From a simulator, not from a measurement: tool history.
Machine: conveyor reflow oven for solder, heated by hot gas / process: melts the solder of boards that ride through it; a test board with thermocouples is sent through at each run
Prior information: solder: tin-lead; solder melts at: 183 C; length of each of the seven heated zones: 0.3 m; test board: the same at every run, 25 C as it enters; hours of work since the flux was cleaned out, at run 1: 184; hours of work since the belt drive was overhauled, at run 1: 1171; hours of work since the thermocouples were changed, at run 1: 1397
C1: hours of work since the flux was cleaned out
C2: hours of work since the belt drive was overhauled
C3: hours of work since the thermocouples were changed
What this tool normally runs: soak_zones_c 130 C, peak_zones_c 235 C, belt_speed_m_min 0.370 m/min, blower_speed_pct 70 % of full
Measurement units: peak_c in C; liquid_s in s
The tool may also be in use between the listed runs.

Run 1, hour 0.0: usual settings; C1 184; C2 1171; C3 1397. Result: peak_c 219.6 C, liquid_s 74.2 s.
Run 2, hour 35.7: usual settings; C1 202; C2 1189; C3 1414. Result: peak_c 219.3 C, liquid_s 74.4 s.
At hour 54.9: flux residue cleaned out of gas plates and filters.
Run 3, hour 81.0: usual settings; C1 13; C2 1209; C3 1434. Result: peak_c 220.6 C, liquid_s 75.5 s.
At hour 121.6: thermocouples of zones 6 and 7 changed.
Run 4, hour 147.9: usual settings; C1 45; C2 1241; C3 13. Result: peak_c 219.0 C, liquid_s 73.5 s.
Run 5, hour 194.4: usual settings; C1 68; C2 1264; C3 36. Result: peak_c 218.8 C, liquid_s 74.2 s.
Run 6, hour 240.7: usual settings; C1 91; C2 1287; C3 59. Result: peak_c 218.8 C, liquid_s 73.1 s.
Run 7, hour 279.0: usual settings; C1 110; C2 1305; C3 78. Result: peak_c 219.0 C, liquid_s 73.3 s.
Run 8, hour 322.5: usual settings; C1 131; C2 1327; C3 99. Result: peak_c 218.8 C, liquid_s 74.1 s.
Run 9, hour 376.2: usual settings but belt_speed_m_min 0.394 m/min; C1 157; C2 1353; C3 126. Result: peak_c 216.3 C, liquid_s 66.5 s.
Run 10, hour 406.9: usual settings but belt_speed_m_min 0.394 m/min; C1 173; C2 1368; C3 141. Result: peak_c 216.5 C, liquid_s 66.4 s.
Run 11, hour 467.6: usual settings but belt_speed_m_min 0.394 m/min; C1 202; C2 1398; C3 171. Result: peak_c 216.3 C, liquid_s 66.8 s.
At hour 486.4: flux residue cleaned out of gas plates and filters.
Run 12, hour 508.8: usual settings but soak_zones_c 137 C, peak_zones_c 242 C, belt_speed_m_min 0.419 m/min; C1 11; C2 1416; C3 188. Result: peak_c 222.7 C, liquid_s 70.0 s.
Run 13, hour 573.8: usual settings but soak_zones_c 139 C, peak_zones_c 250 C, belt_speed_m_min 0.427 m/min; C1 43; C2 1448; C3 220. Result: peak_c 229.0 C, liquid_s 74.6 s.
Run 14, hour 622.6: usual settings but belt_speed_m_min 0.321 m/min, blower_speed_pct 76 % of full; C1 67; C2 1472; C3 245. Result: peak_c 224.4 C, liquid_s 92.6 s.
Run 15, hour 667.9: usual settings but peak_zones_c 242 C; C1 89; C2 1495; C3 267. Result: peak_c 225.4 C, liquid_s 80.3 s.
Run 16, hour 729.4: usual settings but peak_zones_c 242 C; C1 120; C2 1525; C3 297. Result: peak_c 225.3 C, liquid_s 81.0 s.
Run 17, hour 777.3: usual settings but soak_zones_c 121 C, peak_zones_c 228 C; C1 143; C2 1549; C3 321. Result: peak_c 211.6 C, liquid_s 62.6 s.
Run 18, hour 821.1: usual settings but soak_zones_c 121 C, peak_zones_c 228 C; C1 165; C2 1570; C3 342. Result: peak_c 211.4 C, liquid_s 62.8 s.
Run 19, hour 868.8: usual settings but soak_zones_c 121 C, peak_zones_c 244 C, blower_speed_pct 56 % of full; C1 189; C2 1594; C3 366. Result: peak_c 221.7 C, liquid_s 72.4 s.
Run 20, hour 901.3: usual settings but soak_zones_c 123 C, peak_zones_c 237 C, blower_speed_pct 56 % of full; C1 205; C2 1610; C3 382. Result: peak_c 216.2 C, liquid_s 67.8 s.
At hour 917.4: flux residue cleaned out of gas plates and filters.
Run 21, hour 968.9: usual settings but peak_zones_c 244 C; C1 25; C2 1641; C3 413. Result: peak_c 227.6 C, liquid_s 82.1 s.

Alternative continuations, all from the tool just after run 21; predict every row:
At hour 1014.0: belt drive overhauled, speed set with a stopwatch.
Run A, hour 1036.0: usual settings but peak_zones_c 233 C; C1 56; C2 11; C3 444. Result: peak_c ?, liquid_s ?.
At hour 1014.0: belt drive overhauled, speed set with a stopwatch.
Run B, hour 1036.0: usual settings but peak_zones_c 238 C; C1 56; C2 11; C3 444. Result: peak_c ?, liquid_s ?.
At hour 1014.0: belt drive overhauled, speed set with a stopwatch.
Run C, hour 1036.0: usual settings but blower_speed_pct 74 % of full; C1 56; C2 11; C3 444. Result: peak_c ?, liquid_s ?.
At hour 1014.0: belt drive overhauled, speed set with a stopwatch.
Run D, hour 1036.0: usual settings but blower_speed_pct 52 % of full; C1 56; C2 11; C3 444. Result: peak_c ?, liquid_s ?.

run  peak_c  liquid_s
  A   216.7      69.2
  B   221.1      72.9
  C   219.2      72.5
  D   213.7      64.9
The same runs, with their run-to-run variation unchanged, on a tool lacking any hidden condition would have given:
run  peak_c  liquid_s
  A   216.9      69.5
  B   221.3      73.1
  C   219.4      72.7
  D   213.9      65.1
